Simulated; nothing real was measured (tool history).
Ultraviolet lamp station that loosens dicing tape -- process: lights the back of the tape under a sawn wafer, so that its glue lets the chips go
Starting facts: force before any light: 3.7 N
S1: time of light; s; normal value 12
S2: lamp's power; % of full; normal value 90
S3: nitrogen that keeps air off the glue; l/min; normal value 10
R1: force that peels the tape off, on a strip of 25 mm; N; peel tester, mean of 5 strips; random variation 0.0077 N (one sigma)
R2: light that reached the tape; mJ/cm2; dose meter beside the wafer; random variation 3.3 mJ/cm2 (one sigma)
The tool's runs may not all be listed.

| run | hour | S1 | S2 | S3 | R1 | R2 |
|---|---|---|---|---|---|---|
| 1 | 0 | 12 | 90 | 10 | 0.361 | 426 |
| 2 | 71.1 | 12 | 90 | 10 | 0.402 | 408 |
| 3 | 112.3 | 12 | 90 | 10 | 0.399 | 399 |
| 4 | 146.7 | 12 | 63 | 10 | 0.696 | 272 |
| 5 | 216.9 | 12 | 63 | 10 | 0.733 | 259 |
|  | 237.1 | window cleaned of glue's vapour |
| 6 | 259.7 | 12 | 63 | 10 | 0.585 | 306 |
| 7 | 317.9 | 12 | 63 | 10 | 0.609 | 297 |
| 8 | 349.9 | 12 | 90 | 13 | 0.354 | 409 |
| 9 | 406.3 | 12 | 90 | 13 | 0.386 | 399 |
| 10 | 444.3 | 12 | 90 | 10 | 0.415 | 390 |
| 11 | 513.8 | 12 | 90 | 10 | 0.455 | 374 |
| 12 | 575.6 | 12 | 90 | 10 | 0.457 | 363 |
| 13 | 634.6 | 12 | 91 | 10 | 0.475 | 352 |
| 14 | 682.5 | 12 | 91 | 10 | 0.492 | 346 |
|  | 711.3 | window cleaned of glue's vapour |
| 15 | 758.2 | 7 | 90 | 17 | 0.76 | 226 |
| 16 | 825 | 7 | 90 | 17 | 0.797 | 219 |
| 17 | 876.9 | 7 | 90 | 17 | 0.853 | 209 |
| 18 | 919.7 | 8 | 92 | 17 | 0.733 | 237 |
| 19 | 994.7 | 8 | 92 | 17 | 0.785 | 225 |
| 20 | 1034.2 | 8 | 74 | 8 | 1.234 | 177 |
| 21 | 1088.6 | 8 | 74 | 8 | 1.233 | 170 |
|  | 1164.6 | lamp changed |
| 22 | 1167.4 | 10 | 89 | 10 | 0.433 | 365 |
|  | 1184.8 | window cleaned of glue's vapour |
| 23 | 1220.5 | 7 | 62 | 7 | 1.064 | 206 |
| 24 | 1297.3 | 7 | 62 | 7 | 1.105 | 199 |
| 25 | 1355.1 | 7 | 62 | 7 | 1.175 | 192 |
| 26 | 1411.8 | 11 | 90 | 17 | 0.331 | 420 |
| 27 | 1483.8 | 11 | 90 | 17 | 0.355 | 401 |

Consider 5 possible next runs. They are alternatives, not a sequence: every one starts from the tool as it was left by run 27. What does each give?
| A | 1554.7 | 7 | 75 | 11 | ? | ? |
| B | 1554.7 | 7 | 98 | 7 | ? | ? |
| C | 1554.7 | 12 | 75 | 15 | ? | ? |
| D | 1554.7 | 8 | 90 | 17 | ? | ? |
| E | 1554.7 | 9 | 62 | 17 | ? | ? |

| run | R1 | R2 |
|---|---|---|
| A | 0.959 | 208 |
| B | 0.779 | 272 |
| C | 0.433 | 349 |
| D | 0.565 | 280 |
| E | 0.823 | 220 |
Had the tool no hidden state, the same runs would have come out as:
| run | R1 | R2 |
|---|---|---|
| A | 0.732 | 257 |
| B | 0.582 | 336 |
| C | 0.332 | 433 |
| D | 0.42 | 347 |
| E | 0.618 | 272 |

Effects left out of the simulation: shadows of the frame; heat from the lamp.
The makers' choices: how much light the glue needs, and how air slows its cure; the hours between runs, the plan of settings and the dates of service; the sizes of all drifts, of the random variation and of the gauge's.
